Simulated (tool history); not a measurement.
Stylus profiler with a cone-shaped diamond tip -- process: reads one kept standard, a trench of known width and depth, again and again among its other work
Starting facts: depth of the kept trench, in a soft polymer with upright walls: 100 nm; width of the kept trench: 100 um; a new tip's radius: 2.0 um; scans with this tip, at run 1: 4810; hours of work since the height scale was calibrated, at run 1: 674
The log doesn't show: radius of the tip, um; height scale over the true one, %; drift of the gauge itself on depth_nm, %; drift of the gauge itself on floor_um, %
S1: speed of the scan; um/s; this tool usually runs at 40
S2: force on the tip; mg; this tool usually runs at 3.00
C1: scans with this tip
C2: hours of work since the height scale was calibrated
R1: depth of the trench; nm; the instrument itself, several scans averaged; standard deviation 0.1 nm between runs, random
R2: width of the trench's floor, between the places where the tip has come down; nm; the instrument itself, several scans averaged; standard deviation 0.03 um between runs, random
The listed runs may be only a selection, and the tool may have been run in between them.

run 1 hour=0.0 | S1=40 S2=3.00 | C1=4810 C2=674 | R1=101.41 R2=98490
run 2 hour=48.2 | S1=40 S2=3.00 | C1=4979 C2=697 | R1=101.18 R2=98430
run 3 hour=82.4 | S1=15 S2=3.00 | C1=5099 C2=714 | R1=101.48 R2=98580
run 4 hour=125.0 | S1=15 S2=3.00 | C1=5248 C2=735 | R1=101.34 R2=98580
run 5 hour=159.6 | S1=15 S2=3.00 | C1=5370 C2=752 | R1=101.40 R2=98530
run 6 hour=211.1 | S1=100 S2=3.00 | C1=5550 C2=778 | R1=101.18 R2=98120
run 7 hour=256.4 | S1=100 S2=3.00 | C1=5709 C2=800 | R1=101.21 R2=98120
run 8 hour=292.2 | S1=100 S2=3.00 | C1=5835 C2=817 | R1=101.20 R2=98080
run 9 hour=329.4 | S1=40 S2=3.00 | C1=5966 C2=836 | R1=101.26 R2=98430
run 10 hour=354.3 | S1=40 S2=3.00 | C1=6053 C2=848 | R1=101.30 R2=98440
run 11 hour=401.5 | S1=40 S2=3.00 | C1=6219 C2=871 | R1=101.10 R2=98390
run 12 hour=450.5 | S1=40 S2=3.00 | C1=6390 C2=895 | R1=101.16 R2=98470
run 13 hour=501.9 | S1=40 S2=3.00 | C1=6571 C2=920 | R1=101.22 R2=98390
run 14 hour=540.5 | S1=40 S2=1.85 | C1=6706 C2=939 | R1=100.89 R2=98360
run 15 hour=567.4 | S1=40 S2=3.00 | C1=6801 C2=953 | R1=101.08 R2=98390
run 16 hour=613.3 | S1=40 S2=3.00 | C1=6961 C2=975 | R1=101.27 R2=98380
run 17 hour=651.4 | S1=15 S2=2.29 | C1=7095 C2=994 | R1=101.06 R2=98540
run 18 hour=688.4 | S1=15 S2=1.58 | C1=7225 C2=1012 | R1=100.67 R2=98550
run 19 hour=723.9 | S1=15 S2=1.58 | C1=7349 C2=1030 | R1=100.86 R2=98520
run 20 hour=754.5 | S1=26 S2=3.51 | C1=7457 C2=1045 | R1=101.32 R2=98460
run 21 hour=807.2 | S1=57 S2=3.00 | C1=7642 C2=1070 | R1=101.14 R2=98270
run 22 hour=840.7 | S1=22 S2=5.45 | C1=7759 C2=1087 | R1=102.06 R2=98540
run 23 hour=887.2 | S1=21 S2=1.55 | C1=7922 C2=1110 | R1=100.58 R2=98490
run 24 hour=913.6 | S1=18 S2=8.67 | C1=8015 C2=1123 | R1=102.95 R2=98570
run 25 hour=954.9 | S1=18 S2=8.67 | C1=8160 C2=1143 | R1=102.85 R2=98530
run 26 hour=982.8 | S1=44 S2=8.67 | C1=8258 C2=1157 | R1=102.69 R2=98420
run 27 hour=1040.3 | S1=15 S2=4.87 | C1=8460 C2=1185 | R1=101.67 R2=98480
run 28 hour=1097.2 | S1=30 S2=6.60 | C1=8659 C2=1213 | R1=102.12 R2=98450
run 29 hour=1141.3 | S1=31 S2=1.29 | C1=8814 C2=1235 | R1=100.51 R2=98330
run 30 hour=1198.3 | S1=21 S2=5.80 | C1=9014 C2=1263 | R1=102.01 R2=98510

Estimate the outcome of run 31 from the log above:
run 31 hour=1249.6 | S1=54 S2=4.56 | C1=9193 C2=1288 | R1=? R2=?

Run 31 produced R1 101.42 nm, R2 98360 nm.
Without the tool's hidden state the same run would have given R1 101.89 nm, R2 98520 nm.

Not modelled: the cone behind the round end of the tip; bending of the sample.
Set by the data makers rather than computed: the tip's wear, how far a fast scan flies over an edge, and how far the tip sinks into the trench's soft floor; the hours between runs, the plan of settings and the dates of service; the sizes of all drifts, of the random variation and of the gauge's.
